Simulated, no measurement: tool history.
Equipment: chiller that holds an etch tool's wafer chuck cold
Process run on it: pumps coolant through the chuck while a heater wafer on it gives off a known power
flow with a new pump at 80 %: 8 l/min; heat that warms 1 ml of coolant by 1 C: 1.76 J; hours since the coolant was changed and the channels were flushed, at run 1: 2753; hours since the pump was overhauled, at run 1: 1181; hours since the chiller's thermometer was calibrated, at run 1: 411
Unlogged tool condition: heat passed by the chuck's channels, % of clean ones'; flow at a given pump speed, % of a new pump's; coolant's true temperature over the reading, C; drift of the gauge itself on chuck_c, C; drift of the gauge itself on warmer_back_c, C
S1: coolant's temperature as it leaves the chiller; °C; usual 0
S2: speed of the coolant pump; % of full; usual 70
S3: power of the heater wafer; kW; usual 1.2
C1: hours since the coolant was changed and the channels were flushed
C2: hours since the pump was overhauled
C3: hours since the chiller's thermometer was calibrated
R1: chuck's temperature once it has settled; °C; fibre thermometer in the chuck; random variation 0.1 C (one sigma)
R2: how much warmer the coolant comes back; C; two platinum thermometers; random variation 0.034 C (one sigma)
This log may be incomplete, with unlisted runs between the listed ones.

{"run": 1, "day": 0.0, "S1": 0, "S2": 70, "S3": 1.2, "C1": 2753, "C2": 1181, "C3": 411, "R1": 15.3, "R2": 5.97}
{"run": 2, "day": 3.796, "S1": 0, "S2": 70, "S3": 1.2, "C1": 2844, "C2": 1272, "C3": 502, "R1": 15.5, "R2": 5.94}
{"run": 3, "day": 7.4, "S1": 0, "S2": 70, "S3": 1.2, "C1": 2931, "C2": 1359, "C3": 589, "R1": 15.4, "R2": 6}
{"run": 4, "day": 13.688, "S1": 0, "S2": 70, "S3": 1.2, "C1": 3082, "C2": 1510, "C3": 739, "R1": 15.7, "R2": 5.97}
{"run": 5, "day": 22.042, "S1": 0, "S2": 70, "S3": 1.2, "C1": 3282, "C2": 1710, "C3": 940, "R1": 15.7, "R2": 5.94}
{"run": 6, "day": 28.762, "S1": 0, "S2": 70, "S3": 1.2, "C1": 3444, "C2": 1871, "C3": 1101, "R1": 15.6, "R2": 6.02}
{"run": 7, "day": 37.262, "S1": 0, "S2": 70, "S3": 1.2, "C1": 3648, "C2": 2075, "C3": 1305, "R1": 15.7, "R2": 5.99}
{"run": 8, "day": 43.225, "S1": 0, "S2": 74, "S3": 1.2, "C1": 3791, "C2": 2218, "C3": 1448, "R1": 15, "R2": 5.65}
{"run": 9, "day": 50.512, "S1": 0, "S2": 70, "S3": 1.2, "C1": 3966, "C2": 2393, "C3": 1623, "R1": 15.7, "R2": 6.01}
{"run": 10, "day": 57.788, "S1": 0, "S2": 70, "S3": 0.874, "C1": 4140, "C2": 2568, "C3": 1798, "R1": 11.6, "R2": 4.42}
{"run": 11, "day": 63.808, "S1": 0, "S2": 70, "S3": 0.874, "C1": 4285, "C2": 2712, "C3": 1942, "R1": 11.5, "R2": 4.4}
{"run": 12, "day": 68.608, "S1": 0, "S2": 70, "S3": 1.2, "C1": 4400, "C2": 2828, "C3": 2058, "R1": 15.8, "R2": 6.07}
{"run": 13, "day": 73.496, "S1": 0, "S2": 70, "S3": 1.2, "C1": 4517, "C2": 2945, "C3": 2175, "R1": 15.8, "R2": 6.06}
{"run": 14, "day": 79.092, "S1": -3, "S2": 86, "S3": 1.687, "C1": 4652, "C2": 3079, "C3": 2309, "R1": 15.8, "R2": 6.88}
{"day": 80.688, "done": "chiller's thermometer calibrated"}
{"run": 15, "day": 84.333, "S1": -3, "S2": 86, "S3": 1.687, "C1": 4776, "C2": 3204, "C3": 87, "R1": 16.1, "R2": 6.86}
{"run": 16, "day": 91.067, "S1": -1, "S2": 86, "S3": 1.066, "C1": 4938, "C2": 3366, "C3": 249, "R1": 11, "R2": 4.31}
{"run": 17, "day": 94.771, "S1": -1, "S2": 86, "S3": 1.066, "C1": 5027, "C2": 3455, "C3": 338, "R1": 11.1, "R2": 4.34}
{"day": 96.767, "done": "coolant changed, channels flushed"}
{"run": 18, "day": 101.204, "S1": -8, "S2": 70, "S3": 1.403, "C1": 106, "C2": 3603, "C3": 486, "R1": 9.5, "R2": 7.17}
{"run": 19, "day": 107.458, "S1": 3, "S2": 99, "S3": 1.007, "C1": 257, "C2": 3753, "C3": 636, "R1": 12, "R2": 3.53}
{"run": 20, "day": 115.279, "S1": 1, "S2": 70, "S3": 1.2, "C1": 444, "C2": 3941, "C3": 824, "R1": 16, "R2": 6.11}
{"run": 21, "day": 120.146, "S1": 1, "S2": 70, "S3": 1.2, "C1": 561, "C2": 4058, "C3": 941, "R1": 16, "R2": 6.08}
{"run": 22, "day": 126.108, "S1": 1, "S2": 84, "S3": 0.706, "C1": 704, "C2": 4201, "C3": 1084, "R1": 8.4, "R2": 2.96}
{"run": 23, "day": 132.388, "S1": 1, "S2": 84, "S3": 0.706, "C1": 855, "C2": 4351, "C3": 1235, "R1": 8.2, "R2": 3}

What if the next run were any one of these 4? Each begins from the tool's condition after run 23:
{"run": "A", "day": 136.208, "S1": 9, "S2": 90, "S3": 1.127, "C1": 947, "C2": 4443, "C3": 1326, "R1": "?", "R2": "?"}
{"run": "B", "day": 136.208, "S1": 1, "S2": 84, "S3": 1.069, "C1": 947, "C2": 4443, "C3": 1326, "R1": "?", "R2": "?"}
{"run": "C", "day": 136.208, "S1": 6, "S2": 70, "S3": 0.785, "C1": 947, "C2": 4443, "C3": 1326, "R1": "?", "R2": "?"}
{"run": "D", "day": 136.208, "S1": 10, "S2": 84, "S3": 0.706, "C1": 947, "C2": 4443, "C3": 1326, "R1": "?", "R2": "?"}

run=A R1=20.2 R2=4.4
run=B R1=12.4 R2=4.52
run=C R1=15.7 R2=4.02
run=D R1=17.4 R2=2.96
Take away the tool's hidden state, keep each run's random variation, and the runs would have read:
run=A R1=20 R2=4.22
run=B R1=12.1 R2=4.34
run=C R1=15.5 R2=3.86
run=D R1=17.3 R2=2.84
